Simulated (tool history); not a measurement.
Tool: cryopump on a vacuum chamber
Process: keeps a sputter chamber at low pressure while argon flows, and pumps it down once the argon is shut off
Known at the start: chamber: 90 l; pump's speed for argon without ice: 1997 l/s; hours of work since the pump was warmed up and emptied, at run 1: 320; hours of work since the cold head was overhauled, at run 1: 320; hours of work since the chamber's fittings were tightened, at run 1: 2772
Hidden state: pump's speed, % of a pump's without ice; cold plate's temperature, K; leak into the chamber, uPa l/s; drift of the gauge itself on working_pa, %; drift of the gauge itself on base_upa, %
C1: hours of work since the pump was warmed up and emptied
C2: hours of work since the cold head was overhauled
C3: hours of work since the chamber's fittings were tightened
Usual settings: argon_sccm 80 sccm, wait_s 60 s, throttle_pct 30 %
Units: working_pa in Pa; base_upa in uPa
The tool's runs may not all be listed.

run 1 hour=0 | argon_sccm=80 wait_s=60 throttle_pct=30 | C1=320 C2=320 C3=2772 | working_pa=0.2413 base_upa=2.49
run 2 hour=12.8 | argon_sccm=80 wait_s=60 throttle_pct=30 | C1=330 C2=330 C3=2782 | working_pa=0.2409 base_upa=2.46
run 3 hour=28.8 | argon_sccm=80 wait_s=60 throttle_pct=30 | C1=341 C2=341 C3=2793 | working_pa=0.2418 base_upa=2.49
run 4 hour=46 | argon_sccm=80 wait_s=60 throttle_pct=30 | C1=354 C2=354 C3=2806 | working_pa=0.2414 base_upa=2.5
run 5 hour=62.2 | argon_sccm=80 wait_s=60 throttle_pct=30 | C1=366 C2=366 C3=2817 | working_pa=0.2417 base_upa=2.59
run 6 hour=79.3 | argon_sccm=80 wait_s=88 throttle_pct=30 | C1=378 C2=378 C3=2830 | working_pa=0.2424 base_upa=2.24
run 7 hour=91.6 | argon_sccm=80 wait_s=60 throttle_pct=29 | C1=387 C2=387 C3=2839 | working_pa=0.2504 base_upa=2.6
run 8 hour=104.6 | argon_sccm=80 wait_s=60 throttle_pct=29 | C1=396 C2=396 C3=2848 | working_pa=0.2506 base_upa=2.63
run 9 hour=113 | argon_sccm=80 wait_s=60 throttle_pct=29 | C1=402 C2=402 C3=2854 | working_pa=0.2522 base_upa=2.58
run 10 hour=130.1 | argon_sccm=80 wait_s=60 throttle_pct=34 | C1=415 C2=415 C3=2867 | working_pa=0.2175 base_upa=2.54
run 11 hour=142.4 | argon_sccm=80 wait_s=60 throttle_pct=24 | C1=424 C2=424 C3=2875 | working_pa=0.3005 base_upa=2.6
run 12 hour=154.7 | argon_sccm=80 wait_s=60 throttle_pct=24 | C1=433 C2=433 C3=2884 | working_pa=0.302 base_upa=2.64
run 13 hour=169.4 | argon_sccm=80 wait_s=60 throttle_pct=24 | C1=443 C2=443 C3=2895 | working_pa=0.3022 base_upa=2.61
run 14 hour=178.9 | argon_sccm=80 wait_s=60 throttle_pct=24 | C1=450 C2=450 C3=2902 | working_pa=0.3042 base_upa=2.7
run 15 hour=190.2 | argon_sccm=80 wait_s=60 throttle_pct=24 | C1=458 C2=458 C3=2910 | working_pa=0.3034 base_upa=2.75
run 16 hour=201.7 | argon_sccm=80 wait_s=60 throttle_pct=24 | C1=467 C2=467 C3=2918 | working_pa=0.3036 base_upa=2.64
-- hour=209.2 pump warmed up, emptied and cooled again
run 17 hour=216.4 | argon_sccm=80 wait_s=159 throttle_pct=28 | C1=5 C2=474 C3=2925 | working_pa=0.2431 base_upa=1.68
run 18 hour=224.7 | argon_sccm=80 wait_s=60 throttle_pct=55 | C1=11 C2=480 C3=2931 | working_pa=0.124 base_upa=2.29
run 19 hour=235 | argon_sccm=35 wait_s=60 throttle_pct=19 | C1=19 C2=487 C3=2939 | working_pa=0.1573 base_upa=2.33
run 20 hour=248.3 | argon_sccm=35 wait_s=60 throttle_pct=19 | C1=28 C2=497 C3=2949 | working_pa=0.1554 base_upa=2.31
run 21 hour=260.8 | argon_sccm=80 wait_s=21 throttle_pct=17 | C1=37 C2=506 C3=2958 | working_pa=0.4001 base_upa=4.25
run 22 hour=271.2 | argon_sccm=58 wait_s=76 throttle_pct=49 | C1=45 C2=513 C3=2965 | working_pa=0.1028 base_upa=2.17
run 23 hour=285.2 | argon_sccm=58 wait_s=76 throttle_pct=49 | C1=55 C2=523 C3=2975 | working_pa=0.1022 base_upa=2.21
run 24 hour=297.6 | argon_sccm=58 wait_s=76 throttle_pct=49 | C1=64 C2=532 C3=2984 | working_pa=0.1025 base_upa=2.15
run 25 hour=314.9 | argon_sccm=58 wait_s=39 throttle_pct=36 | C1=77 C2=545 C3=2997 | working_pa=0.1377 base_upa=2.92
run 26 hour=328.6 | argon_sccm=124 wait_s=60 throttle_pct=30 | C1=87 C2=555 C3=3007 | working_pa=0.358 base_upa=2.45
run 27 hour=336.7 | argon_sccm=124 wait_s=60 throttle_pct=30 | C1=92 C2=561 C3=3013 | working_pa=0.3573 base_upa=2.37
run 28 hour=344.8 | argon_sccm=124 wait_s=60 throttle_pct=30 | C1=98 C2=567 C3=3018 | working_pa=0.3556 base_upa=2.37
run 29 hour=359.7 | argon_sccm=133 wait_s=60 throttle_pct=25 | C1=109 C2=577 C3=3029 | working_pa=0.4549 base_upa=2.46

Forecast each of these 3 alternatives for the next run:
run A hour=372.4 | argon_sccm=76 wait_s=238 throttle_pct=25 | C1=118 C2=587 C3=3038 | working_pa=? base_upa=?
run B hour=372.4 | argon_sccm=131 wait_s=32 throttle_pct=34 | C1=118 C2=587 C3=3038 | working_pa=? base_upa=?
run C hour=372.4 | argon_sccm=80 wait_s=60 throttle_pct=28 | C1=118 C2=587 C3=3038 | working_pa=? base_upa=?

run=A working_pa=0.2614 base_upa=1.67
run=B working_pa=0.3354 base_upa=3.28
run=C working_pa=0.249 base_upa=2.4
Without the tool's hidden state the same runs would have given:
run=A working_pa=0.2564 base_upa=0.37
run=B working_pa=0.3268 base_upa=1.97
run=C working_pa=0.2438 base_upa=1.1
